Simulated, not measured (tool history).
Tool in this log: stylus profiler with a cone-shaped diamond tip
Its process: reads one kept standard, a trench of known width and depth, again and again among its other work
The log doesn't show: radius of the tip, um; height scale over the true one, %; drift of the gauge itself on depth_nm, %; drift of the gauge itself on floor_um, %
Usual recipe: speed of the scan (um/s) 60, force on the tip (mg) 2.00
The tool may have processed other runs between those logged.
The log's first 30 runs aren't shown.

| run | hour | speed of the scan (um/s) | force on the tip (mg) | scans with this tip | hours of work since the height scale was calibrated | depth of the trench (nm) | width of the trench's floor (µm) |
|---|---|---|---|---|---|---|---|
| 31 | 745.2 | 69 | 1.70 | 1811 | 439 | 504.10 | 25.50 |
| 32 | 770.6 | 60 | 4.23 | 1863 | 452 | 507.86 | 25.53 |
| 33 | 789.5 | 29 | 1.43 | 1902 | 461 | 503.67 | 25.54 |
| 34 | 821.9 | 158 | 1.27 | 1968 | 477 | 503.60 | 25.22 |
| 35 | 848.9 | 47 | 2.28 | 2023 | 491 | 505.18 | 25.55 |
| 36 | 869.5 | 91 | 0.69 | 2066 | 501 | 502.37 | 25.29 |
| 37 | 897.5 | 91 | 0.69 | 2123 | 515 | 502.26 | 25.32 |
| 38 | 930.8 | 60 | 4.62 | 2191 | 531 | 508.27 | 25.57 |
| 39 | 959.8 | 19 | 5.27 | 2251 | 546 | 509.01 | 25.59 |
| 40 | 978.0 | 123 | 0.85 | 2288 | 555 | 502.72 | 25.24 |
| 41 | 1001.4 | 123 | 0.85 | 2336 | 566 | 502.77 | 25.23 |
| 42 | 1017.5 | 123 | 1.60 | 2369 | 574 | 504.02 | 25.40 |
| 43 | 1048.8 | 26 | 2.22 | 2433 | 590 | 505.00 | 25.59 |
| 44 | 1074.7 | 46 | 1.80 | 2486 | 603 | 504.36 | 25.54 |
| 45 | 1103.5 | 60 | 3.69 | 2545 | 617 | 507.13 | 25.54 |
| 46 | 1131.2 | 153 | 1.04 | 2602 | 631 | 503.05 | 25.20 |

Each row is a separate what-if for the run after 46, all from the same tool condition, not one after another. Results?
| A | 1155.9 | 68 | 5.38 | 2652 | 643 | ? | ? |
| B | 1155.9 | 40 | 1.04 | 2652 | 643 | ? | ? |
| C | 1155.9 | 93 | 1.68 | 2652 | 643 | ? | ? |

| run | depth of the trench (nm) | width of the trench's floor (µm) |
|---|---|---|
| A | 509.23 | 25.53 |
| B | 503.13 | 25.49 |
| C | 504.36 | 25.44 |
Take away the tool's hidden state, keep each run's random variation, and the runs would have read:
| run | depth of the trench (nm) | width of the trench's floor (µm) |
|---|---|---|
| A | 509.24 | 25.54 |
| B | 503.14 | 25.50 |
| C | 504.36 | 25.45 |
